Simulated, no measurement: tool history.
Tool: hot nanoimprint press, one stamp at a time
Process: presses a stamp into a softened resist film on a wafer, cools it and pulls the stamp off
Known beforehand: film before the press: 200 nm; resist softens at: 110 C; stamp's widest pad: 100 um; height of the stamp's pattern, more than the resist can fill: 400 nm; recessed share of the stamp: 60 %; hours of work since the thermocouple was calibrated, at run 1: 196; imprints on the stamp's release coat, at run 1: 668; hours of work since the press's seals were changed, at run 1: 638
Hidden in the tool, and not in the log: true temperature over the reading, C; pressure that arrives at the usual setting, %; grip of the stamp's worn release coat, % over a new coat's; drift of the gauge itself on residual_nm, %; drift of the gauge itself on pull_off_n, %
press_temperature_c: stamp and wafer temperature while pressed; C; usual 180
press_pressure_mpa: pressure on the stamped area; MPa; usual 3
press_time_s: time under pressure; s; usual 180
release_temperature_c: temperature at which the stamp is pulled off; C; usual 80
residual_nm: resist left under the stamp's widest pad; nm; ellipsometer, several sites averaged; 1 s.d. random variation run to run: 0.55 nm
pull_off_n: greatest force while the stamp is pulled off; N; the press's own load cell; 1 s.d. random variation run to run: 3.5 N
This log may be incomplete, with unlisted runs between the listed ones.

run	hour	press_temperature_c	press_pressure_mpa	press_time_s	release_temperature_c	hours of work since the thermocouple was calibrated	imprints on the stamp's release coat	hours of work since the press's seals were changed	residual_nm	pull_off_n
1	0	180	3	180	80	196	668	638	93.5	162
2	50	180	3	180	80	225	866	667	93	169
3	116	180	3	180	80	263	1126	705	93.1	169
# hour 181.9: stamp cleaned and given a new release coat
4	196.4	180	3	180	80	306	58	748	94.5	168
5	260	180	3	180	80	342	308	785	94.2	162
6	301.1	180	3	180	80	366	470	808	94.5	160
7	368.8	180	3.68	180	80	405	738	847	86.2	164
8	449.4	180	3.68	180	80	451	1056	894	86	170
# hour 534.1: stamp cleaned and given a new release coat
9	536.3	180	3.68	180	80	498	9	940	86.9	169
# hour 601.1: plate thermocouple calibrated
10	612.3	180	3	180	80	6	297	982	94.2	166
11	697.4	180	3	180	80	56	633	1032	93.4	165
12	768.9	180	3	180	80	97	915	1073	93.2	171
13	826.4	180	3	180	80	130	1142	1106	93.9	172
# hour 888.5: stamp cleaned and given a new release coat
14	912.6	180	3	180	80	176	95	1152	93.3	166
# hour 948: press's hydraulic seals changed and the load cell set to zero
15	969.9	180	4.79	180	80	204	289	13	76.3	165
16	1022.7	180	4.79	113	80	235	498	43	92.3	168
17	1111.4	180	3	241	85	286	848	94	83.6	146
18	1155.9	180	3	241	85	312	1023	120	83.7	147
# hour 1246.5: stamp cleaned and given a new release coat
19	1251.1	175	4.55	192	66	363	18	171	96.8	238
20	1320.2	175	2.41	158	80	403	291	211	130.4	167
21	1356.7	180	4.5	180	80	424	435	232	78.3	164
22	1404.2	180	4.5	180	80	451	622	259	79.1	171
23	1463	180	3.28	180	68	485	854	293	90.6	228
# hour 1547.8: plate thermocouple calibrated
24	1553.9	180	2.41	115	72	4	1201	344	118.1	198
# hour 1598.7: stamp cleaned and given a new release coat
25	1615.4	180	2.41	115	67	36	66	376	119.3	232
26	1702.1	180	2.41	115	67	85	408	426	119.1	227
27	1751.3	180	2.41	204	67	114	602	454	97.9	217
28	1823.1	173	3	180	80	155	886	496	125.7	173
29	1866.4	173	3	180	80	180	1056	521	126.7	169

3 options for the next run, each taken on its own from the tool as it stands now. Forecast them:
A	1914.9	180	2.07	177	86	208	1248	548	?	?
B	1914.9	192	3	180	80	208	1248	548	?	?
C	1914.9	180	3	136	80	208	1248	548	?	?

run	residual_nm	pull_off_n
A	108.7	135
B	54.7	167
C	103.5	164
The same runs, with their run-to-run variation unchanged, on a tool lacking any hidden condition would have given:
run	residual_nm	pull_off_n
A	108.6	133
B	54.6	164
C	103.3	162

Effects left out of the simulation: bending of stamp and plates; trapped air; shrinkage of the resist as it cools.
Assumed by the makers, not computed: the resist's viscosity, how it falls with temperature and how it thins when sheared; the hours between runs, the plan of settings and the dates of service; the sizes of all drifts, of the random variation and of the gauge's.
